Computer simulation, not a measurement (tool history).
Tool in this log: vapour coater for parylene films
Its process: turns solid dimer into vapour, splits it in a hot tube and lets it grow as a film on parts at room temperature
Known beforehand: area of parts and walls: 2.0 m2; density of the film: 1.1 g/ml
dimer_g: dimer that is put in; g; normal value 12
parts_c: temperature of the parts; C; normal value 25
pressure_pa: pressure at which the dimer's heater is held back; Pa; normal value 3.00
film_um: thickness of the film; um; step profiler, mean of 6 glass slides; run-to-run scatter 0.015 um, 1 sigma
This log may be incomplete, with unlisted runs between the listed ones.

{"run": 1, "day": 0.0, "dimer_g": 12, "parts_c": 25, "pressure_pa": 3.0, "film_um": 4.4}
{"run": 2, "day": 0.983, "dimer_g": 12, "parts_c": 25, "pressure_pa": 3.0, "film_um": 4.4}
{"run": 3, "day": 1.633, "dimer_g": 12, "parts_c": 25, "pressure_pa": 3.0, "film_um": 4.4}
{"run": 4, "day": 2.792, "dimer_g": 12, "parts_c": 25, "pressure_pa": 3.0, "film_um": 4.38}
{"run": 5, "day": 4.05, "dimer_g": 12, "parts_c": 25, "pressure_pa": 3.02, "film_um": 4.38}
{"run": 6, "day": 5.154, "dimer_g": 12, "parts_c": 25, "pressure_pa": 3.02, "film_um": 4.37}
{"run": 7, "day": 6.004, "dimer_g": 12, "parts_c": 25, "pressure_pa": 3.0, "film_um": 4.36}
{"run": 8, "day": 6.75, "dimer_g": 12, "parts_c": 25, "pressure_pa": 3.0, "film_um": 4.37}
{"run": 9, "day": 7.675, "dimer_g": 12, "parts_c": 25, "pressure_pa": 3.0, "film_um": 4.36}
{"run": 10, "day": 8.888, "dimer_g": 12, "parts_c": 25, "pressure_pa": 3.0, "film_um": 4.32}
{"day": 9.125, "done": "trap's valve overhauled"}
{"run": 11, "day": 10.317, "dimer_g": 12, "parts_c": 25, "pressure_pa": 2.16, "film_um": 4.55}
{"run": 12, "day": 11.629, "dimer_g": 12, "parts_c": 20, "pressure_pa": 3.0, "film_um": 5.16}
{"run": 13, "day": 12.217, "dimer_g": 12, "parts_c": 20, "pressure_pa": 3.0, "film_um": 5.14}
{"run": 14, "day": 12.929, "dimer_g": 6, "parts_c": 29, "pressure_pa": 5.75, "film_um": 1.56}
{"run": 15, "day": 13.571, "dimer_g": 6, "parts_c": 29, "pressure_pa": 5.75, "film_um": 1.56}
{"run": 16, "day": 14.329, "dimer_g": 6, "parts_c": 23, "pressure_pa": 2.4, "film_um": 2.44}
{"run": 17, "day": 14.962, "dimer_g": 6, "parts_c": 25, "pressure_pa": 8.88, "film_um": 1.72}
{"day": 15.588, "done": "trap's valve overhauled, once more"}
{"run": 18, "day": 15.771, "dimer_g": 6, "parts_c": 25, "pressure_pa": 8.88, "film_um": 1.78}
{"run": 19, "day": 16.771, "dimer_g": 6, "parts_c": 25, "pressure_pa": 8.88, "film_um": 1.77}
{"run": 20, "day": 17.575, "dimer_g": 6, "parts_c": 25, "pressure_pa": 8.88, "film_um": 1.77}
{"run": 21, "day": 18.358, "dimer_g": 12, "parts_c": 18, "pressure_pa": 3.96, "film_um": 5.29}
{"run": 22, "day": 19.083, "dimer_g": 16, "parts_c": 36, "pressure_pa": 4.66, "film_um": 3.26}
{"run": 23, "day": 20.354, "dimer_g": 13, "parts_c": 25, "pressure_pa": 2.05, "film_um": 5.13}
{"run": 24, "day": 21.121, "dimer_g": 13, "parts_c": 25, "pressure_pa": 2.05, "film_um": 5.1}
{"run": 25, "day": 21.867, "dimer_g": 21, "parts_c": 26, "pressure_pa": 8.33, "film_um": 5.96}
{"run": 26, "day": 23.083, "dimer_g": 21, "parts_c": 28, "pressure_pa": 9.02, "film_um": 5.33}

Here are 5 independent what-if runs from the current tool condition. What would each one return?
{"run": "A", "day": 23.838, "dimer_g": 16, "parts_c": 28, "pressure_pa": 3.45, "film_um": "?"}
{"run": "B", "day": 23.838, "dimer_g": 21, "parts_c": 28, "pressure_pa": 7.24, "film_um": "?"}
{"run": "C", "day": 23.838, "dimer_g": 12, "parts_c": 25, "pressure_pa": 6.83, "film_um": "?"}
{"run": "D", "day": 23.838, "dimer_g": 21, "parts_c": 25, "pressure_pa": 6.5, "film_um": "?"}
{"run": "E", "day": 23.838, "dimer_g": 12, "parts_c": 30, "pressure_pa": 2.1, "film_um": "?"}

run=A film_um=4.93
run=B film_um=5.58
run=C film_um=3.69
run=D film_um=6.54
run=E film_um=3.73
Without the tool's unlogged condition, the same runs would have read:
run=A film_um=4.92
run=B film_um=5.57
run=C film_um=3.69
run=D film_um=6.53
run=E film_um=3.72
